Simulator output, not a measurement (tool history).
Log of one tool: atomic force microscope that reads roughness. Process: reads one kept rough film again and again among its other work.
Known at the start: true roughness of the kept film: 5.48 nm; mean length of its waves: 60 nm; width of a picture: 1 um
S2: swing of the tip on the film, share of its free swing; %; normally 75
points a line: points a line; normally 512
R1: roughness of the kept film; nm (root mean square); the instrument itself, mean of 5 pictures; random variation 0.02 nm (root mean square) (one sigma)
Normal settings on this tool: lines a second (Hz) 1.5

run 1 hour=0 | lines_a_second_(Hz)=1.5 S2=75 points_a_line=512 | R1=4.832
run 2 hour=6.3 | lines_a_second_(Hz)=1.5 S2=75 points_a_line=512 | R1=4.835
run 3 hour=10.2 | lines_a_second_(Hz)=1.5 S2=75 points_a_line=512 | R1=4.84
run 4 hour=17.3 | lines_a_second_(Hz)=1.5 S2=75 points_a_line=512 | R1=4.829
run 5 hour=23.4 | lines_a_second_(Hz)=1.5 S2=83 points_a_line=512 | R1=4.645
run 6 hour=28.4 | lines_a_second_(Hz)=1.5 S2=83 points_a_line=512 | R1=4.643
run 7 hour=32.5 | lines_a_second_(Hz)=1.5 S2=83 points_a_line=512 | R1=4.635
run 8 hour=38.2 | lines_a_second_(Hz)=1.5 S2=83 points_a_line=512 | R1=4.651
-- hour=39.6 height scale calibrated on a step standard
run 9 hour=47.4 | lines_a_second_(Hz)=1.5 S2=83 points_a_line=512 | R1=4.659
run 10 hour=52.1 | lines_a_second_(Hz)=1.5 S2=75 points_a_line=512 | R1=4.785
run 11 hour=57.9 | lines_a_second_(Hz)=1.5 S2=75 points_a_line=512 | R1=4.735
-- hour=65.2 height scale calibrated on a step standard, once more
run 12 hour=65.6 | lines_a_second_(Hz)=0.8 S2=75 points_a_line=312 | R1=4.884
run 13 hour=71.6 | lines_a_second_(Hz)=1.15 S2=75 points_a_line=264 | R1=4.829
run 14 hour=78.4 | lines_a_second_(Hz)=3.65 S2=75 points_a_line=286 | R1=4.318
run 15 hour=82.5 | lines_a_second_(Hz)=1.5 S2=75 points_a_line=781 | R1=4.774
run 16 hour=86.7 | lines_a_second_(Hz)=3.23 S2=75 points_a_line=368 | R1=4.412
run 17 hour=93.8 | lines_a_second_(Hz)=0.94 S2=61 points_a_line=605 | R1=5.005
run 18 hour=102.1 | lines_a_second_(Hz)=0.94 S2=61 points_a_line=605 | R1=4.994
run 19 hour=106.7 | lines_a_second_(Hz)=1.12 S2=74 points_a_line=498 | R1=4.837
run 20 hour=113.6 | lines_a_second_(Hz)=1.12 S2=69 points_a_line=532 | R1=4.89
run 21 hour=117.3 | lines_a_second_(Hz)=1.12 S2=69 points_a_line=532 | R1=4.883

Table of differences, measured result less the result of that run with no hidden state. Run-to-run variation is the same in both. Gauge scatter possibly is not:
Hidden state present: radius of the tip, nm; height scale over the true one, %; drift of the gauge itself on roughness_nm, %.
run=1 R1=-0.113
run=2 R1=-0.12
run=3 R1=-0.124
run=4 R1=-0.132
run=5 R1=-0.132
run=6 R1=-0.138
run=7 R1=-0.143
run=8 R1=-0.15
run=9 R1=-0.161
run=10 R1=-0.171
run=11 R1=-0.174
run=12 R1=-0.178
run=13 R1=-0.181
run=14 R1=-0.17
run=15 R1=-0.192
run=16 R1=-0.181
run=17 R1=-0.215
run=18 R1=-0.224
run=19 R1=-0.222
run=20 R1=-0.232
run=21 R1=-0.236

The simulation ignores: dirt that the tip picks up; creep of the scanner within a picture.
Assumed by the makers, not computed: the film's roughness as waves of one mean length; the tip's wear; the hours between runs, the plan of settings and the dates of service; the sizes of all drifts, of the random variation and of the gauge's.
